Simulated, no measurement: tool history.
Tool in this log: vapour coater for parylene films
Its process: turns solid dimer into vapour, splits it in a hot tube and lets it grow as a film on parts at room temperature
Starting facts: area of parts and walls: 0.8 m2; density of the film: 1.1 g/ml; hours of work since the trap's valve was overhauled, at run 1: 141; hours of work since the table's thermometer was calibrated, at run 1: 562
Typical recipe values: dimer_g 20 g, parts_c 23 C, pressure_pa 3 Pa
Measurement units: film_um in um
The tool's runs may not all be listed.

run    hour  dimer_g  parts_c  pressure_pa  hours of work since the trap's valve was overhauled  hours of work since the table's thermometer was calibrated  film_um
  1       0       20       23            3                                                  141                                                         562    17.68
  2    41.6       20       27            3                                                  169                                                         590     15.5
  3      71       20       21            3                                                  189                                                         610    18.79
  4    93.7       20       21            3                                                  204                                                         625    18.63
  5   138.4       20       21            3                                                  234                                                         654    18.26
  6   180.5       20       21            3                                                  262                                                         683    18.41
  7   213.4       20       21            3                                                  283                                                         704    18.17
  8     267       20       21            3                                                  319                                                         740    18.18
  9   298.3       20       21            3                                                  340                                                         761    18.36
 10   337.1       20       23            3                                                  366                                                         787    16.99
 11   375.7       20       23            3                                                  392                                                         813    16.79
 12   416.2       20       23            3                                                  419                                                         840    16.84
 13   439.1       20       23            3                                                  434                                                         855    16.79
 14   466.6       20       23            3                                                  452                                                         873    16.96
 15   507.9       20       23         2.69                                                  480                                                         901    16.83
 16   531.9       20       23         2.69                                                  496                                                         917    16.87
 17   579.4       20       23         2.69                                                  527                                                         948     16.7
 18   629.1       20       23         4.75                                                  560                                                         981     15.9
 19   668.5       20       23         4.75                                                  587                                                        1007    15.57
 20   699.5       20       23            3                                                  607                                                        1028    16.35
 21   723.5       34       28            3                                                  623                                                        1044    23.82
 22   760.3       16       20         2.12                                                  648                                                        1069    14.78
 23     796       16       20         2.12                                                  671                                                        1092    14.61
      811.1  -- trap's valve overhauled
 24   834.7       16       22         2.65                                                   16                                                        1115    15.15
 25   865.2       16       22         2.65                                                   36                                                        1136    15.09
 26   913.1       12       19         6.89                                                   68                                                        1168    11.28
 27   953.4       36       23         10.6                                                   95                                                        1195    28.83
 28   986.7       16       25         4.37                                                  117                                                        1217    12.94
 29  1037.7       11       35         9.79                                                  151                                                        1251     6.11
 30  1089.5       11       22         2.56                                                  185                                                        1285    10.23
 31  1140.3       11       22         2.56                                                  219                                                        1319     9.95
 32    1191       11       22         2.56                                                  253                                                        1353    10.26
 33  1218.9       11       22         2.56                                                  272                                                        1371     9.87
 34  1272.7       20       17         3.22                                                  307                                                        1407    20.74
 35  1312.2       20       17         3.22                                                  334                                                        1433    20.51
 36  1355.3       15       34            3                                                  362                                                        1462     9.17
 37  1379.9       18       32         3.31                                                  379                                                        1479    11.66
 38  1410.1       17       17            3                                                  399                                                        1499    17.67
 39  1440.6       17       24         2.59                                                  419                                                        1519    14.22

What differs in the tool's unlogged condition from the final listed run ahead of each entry between runs to the first listed run following it?
After run 23, before run 24: trap's valve overhauled (hour 811.1)
  vapour lost through the trap's worn valve, %: 11.2 -> 0.5
  measured minus no-state result, film_um: -1.77 -> -0.01 um
